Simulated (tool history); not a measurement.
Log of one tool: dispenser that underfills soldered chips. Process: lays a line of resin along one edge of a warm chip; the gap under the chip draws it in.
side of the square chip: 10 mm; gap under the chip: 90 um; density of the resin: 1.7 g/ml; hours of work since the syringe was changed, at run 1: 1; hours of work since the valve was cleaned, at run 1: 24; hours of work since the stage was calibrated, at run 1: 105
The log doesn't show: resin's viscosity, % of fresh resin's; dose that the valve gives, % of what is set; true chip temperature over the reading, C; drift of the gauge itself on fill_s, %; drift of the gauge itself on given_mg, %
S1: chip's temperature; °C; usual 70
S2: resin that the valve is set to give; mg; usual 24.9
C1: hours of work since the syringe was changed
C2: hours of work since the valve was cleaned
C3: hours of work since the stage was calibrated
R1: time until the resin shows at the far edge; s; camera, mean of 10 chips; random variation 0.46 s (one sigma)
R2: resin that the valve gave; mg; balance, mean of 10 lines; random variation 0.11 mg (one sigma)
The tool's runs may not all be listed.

run	hour	S1	S2	C1	C2	C3	R1	R2
1	0	70	24.9	1	24	105	37.9	24.27
2	4.3	70	24.9	4	27	108	48.7	24.33
3	7.8	70	24.9	6	29	111	61.6	24.23
4	14.1	70	24.9	11	33	115	89.9	24.05
# hour 15.8: new syringe of resin
5	19.6	63	24.9	3	37	119	55.7	24.05
6	28	63	24.9	8	43	124	94.8	23.68
# hour 32.7: new syringe of resin
7	36.4	63	24.9	3	48	130	57.1	23.67
8	42.4	70	24.9	7	53	134	63.7	23.79
9	47.4	80	22.9	10	56	138	62	21.58
# hour 49.8: new syringe of resin
10	52.3	71	22.2	2	59	141	41.1	20.95
11	60.4	57	30.2	7	65	147	106.7	28.09
# hour 66.7: new syringe of resin
12	67.5	62	24.1	1	70	151	48.4	22.49
13	71.7	77	22.7	4	73	154	38.5	21.02
14	77	75	25	7	76	158	54.5	23.11
15	81.8	69	22.4	11	80	161	91.2	20.8

Forecast each of these 5 alternatives for the next run:
# hour 83.3: new syringe of resin
A	88.7	70	24.2	4	84	166	?	?
# hour 83.3: new syringe of resin
B	88.7	66	24.9	4	84	166	?	?
# hour 83.3: new syringe of resin
C	88.7	69	23.5	4	84	166	?	?
# hour 83.3: new syringe of resin
D	88.7	81	29.6	4	84	166	?	?
# hour 83.3: new syringe of resin
E	88.7	70	21.3	4	84	166	?	?

run	R1	R2
A	47.4	22.36
B	55.5	22.87
C	50.2	21.4
D	32.7	27.09
E	48.9	19.63
Without the tool's hidden state the same runs would have given:
run	R1	R2
A	34.4	24.31
B	40.4	24.88
C	36.3	23.28
D	23.9	29.47
E	35	21.35
